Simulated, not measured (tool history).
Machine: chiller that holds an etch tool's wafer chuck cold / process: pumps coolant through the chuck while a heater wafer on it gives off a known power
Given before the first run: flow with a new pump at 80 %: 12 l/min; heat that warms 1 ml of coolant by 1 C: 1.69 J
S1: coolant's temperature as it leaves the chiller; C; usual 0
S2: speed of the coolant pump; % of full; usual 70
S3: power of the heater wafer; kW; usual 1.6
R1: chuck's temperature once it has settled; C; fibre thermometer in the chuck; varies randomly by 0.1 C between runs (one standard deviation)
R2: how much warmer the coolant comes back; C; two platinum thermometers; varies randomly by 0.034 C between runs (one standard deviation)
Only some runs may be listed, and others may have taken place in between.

Run 1, day 0: usual settings. Result: R1 14.1 C, R2 5.39 C.
Run 2, day 1.217: usual settings. Result: R1 14 C, R2 5.51 C.
Run 3, day 2.433: usual settings. Result: R1 14 C, R2 5.51 C.
Run 4, day 3.467: usual settings. Result: R1 14.1 C, R2 5.47 C.
Run 5, day 4.225: usual settings. Result: R1 14.2 C, R2 5.48 C.
Run 6, day 5.546: usual settings but S1 6 C. Result: R1 20.2 C, R2 5.5 C.
Run 7, day 6.083: usual settings but S1 6 C. Result: R1 20.4 C, R2 5.46 C.
At day 6.238: chiller's thermometer calibrated.
Run 8, day 7.183: usual settings but S1 6 C. Result: R1 20.3 C, R2 5.53 C.
Run 9, day 8.179: usual settings but S1 6 C. Result: R1 20.1 C, R2 5.44 C.
At day 8.533: chiller's thermometer calibrated, once more.
Run 10, day 9.458: usual settings but S1 6 C. Result: R1 20.3 C, R2 5.48 C.
Run 11, day 10.158: usual settings but S1 6 C. Result: R1 20.1 C, R2 5.52 C.
Run 12, day 10.771: usual settings but S1 6 C, S2 79 % of full. Result: R1 18.8 C, R2 4.79 C.
Run 13, day 11.679: usual settings but S1 6 C, S2 94 % of full, S3 2.21 kW. Result: R1 21.6 C, R2 5.59 C.
Run 14, day 12.929: usual settings but S1 6 C, S2 72 % of full, S3 2.21 kW. Result: R1 25.4 C, R2 7.31 C.
Run 15, day 13.771: usual settings but S1 6 C, S2 72 % of full, S3 2.21 kW. Result: R1 25.4 C, R2 7.46 C.
Run 16, day 14.604: usual settings but S2 62 % of full. Result: R1 15.6 C, R2 6.24 C.
Run 17, day 15.154: usual settings but S2 62 % of full. Result: R1 15.6 C, R2 6.22 C.
Run 18, day 15.946: usual settings but S2 62 % of full. Result: R1 15.6 C, R2 6.22 C.
Run 19, day 16.883: usual settings but S2 62 % of full. Result: R1 15.6 C, R2 6.24 C.
Run 20, day 17.504: usual settings but S1 -4 C, S3 1.03 kW. Result: R1 5 C, R2 3.5 C.
Run 21, day 18.412: usual settings but S1 -8 C, S2 65 % of full, S3 1.913 kW. Result: R1 10.3 C, R2 7.09 C.
Run 22, day 19.212: usual settings but S1 -8 C, S2 65 % of full, S3 1.913 kW. Result: R1 10.2 C, R2 7.16 C.
Run 23, day 20.283: usual settings but S1 7 C, S2 76 % of full. Result: R1 20.3 C, R2 5.08 C.

Consider 3 possible next runs. They are alternatives, not a sequence: every one starts from the tool as it was left by run 23. What does each give?
Run A, day 21.208: usual settings but S1 7 C, S2 76 % of full, S3 0.972 kW. Result: R1 ?, R2 ?.
Run B, day 21.208: usual settings but S2 99 % of full, S3 1.878 kW. Result: R1 ?, R2 ?.
Run C, day 21.208: usual settings but S1 7 C, S2 76 % of full, S3 1.639 kW. Result: R1 ?, R2 ?.

run    R1    R2
  A  15.1  3.12
  B  12.7  4.48
  C  20.9  5.17
Stripped of hidden state, with their random variation kept, the same runs would have yielded:
run    R1    R2
  A  14.5  3.07
  B  11.7  4.41
  C  19.8   5.1

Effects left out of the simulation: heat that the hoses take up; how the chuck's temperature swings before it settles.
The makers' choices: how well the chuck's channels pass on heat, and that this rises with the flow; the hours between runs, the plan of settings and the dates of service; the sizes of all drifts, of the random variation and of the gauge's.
